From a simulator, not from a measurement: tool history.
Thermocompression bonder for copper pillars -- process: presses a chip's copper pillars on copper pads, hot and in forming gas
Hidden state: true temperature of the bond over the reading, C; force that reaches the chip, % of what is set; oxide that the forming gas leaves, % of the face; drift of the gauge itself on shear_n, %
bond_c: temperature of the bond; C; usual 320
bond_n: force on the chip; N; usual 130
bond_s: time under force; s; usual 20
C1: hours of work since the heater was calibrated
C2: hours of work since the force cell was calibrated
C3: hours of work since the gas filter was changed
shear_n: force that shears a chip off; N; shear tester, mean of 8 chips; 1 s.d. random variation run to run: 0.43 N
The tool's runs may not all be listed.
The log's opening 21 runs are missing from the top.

run 22 hour=533.7 | bond_c=302 bond_n=187 bond_s=35 | C1=820 C2=14 C3=135 | shear_n=79.1
-- hour=554.9 forming gas filter changed
run 23 hour=569.6 | bond_c=302 bond_n=187 bond_s=35 | C1=847 C2=41 C3=11 | shear_n=83.0
run 24 hour=588.9 | bond_c=319 bond_n=156 bond_s=20 | C1=861 C2=55 C3=26 | shear_n=74.1
run 25 hour=608.0 | bond_c=306 bond_n=194 bond_s=53 | C1=876 C2=70 C3=40 | shear_n=93.9
run 26 hour=635.1 | bond_c=306 bond_n=194 bond_s=53 | C1=896 C2=90 C3=61 | shear_n=94.6
run 27 hour=662.1 | bond_c=299 bond_n=194 bond_s=33 | C1=917 C2=111 C3=81 | shear_n=79.1
run 28 hour=681.8 | bond_c=296 bond_n=149 bond_s=47 | C1=931 C2=126 C3=96 | shear_n=74.5
run 29 hour=714.9 | bond_c=296 bond_n=149 bond_s=47 | C1=956 C2=151 C3=121 | shear_n=73.4
run 30 hour=738.2 | bond_c=296 bond_n=149 bond_s=47 | C1=974 C2=168 C3=139 | shear_n=73.3
-- hour=756.6 forming gas filter changed
run 31 hour=757.7 | bond_c=336 bond_n=130 bond_s=19 | C1=989 C2=183 C3=1 | shear_n=75.5
run 32 hour=776.6 | bond_c=336 bond_n=130 bond_s=19 | C1=1003 C2=197 C3=15 | shear_n=74.8
run 33 hour=792.7 | bond_c=336 bond_n=130 bond_s=19 | C1=1015 C2=209 C3=27 | shear_n=74.3
run 34 hour=827.7 | bond_c=310 bond_n=127 bond_s=19 | C1=1041 C2=236 C3=54 | shear_n=58.9
run 35 hour=853.4 | bond_c=310 bond_n=86 bond_s=49 | C1=1061 C2=255 C3=73 | shear_n=61.7

Run 36 comes next. What will it give?
run 36 hour=883.9 | bond_c=345 bond_n=155 bond_s=49 | C1=1084 C2=278 C3=96 | shear_n=?

{"run 36": {"shear_n": 98.7}}
Take away the tool's hidden state, keep the run-to-run variation as it was, and the same run would have given shear_n 102.9 N.
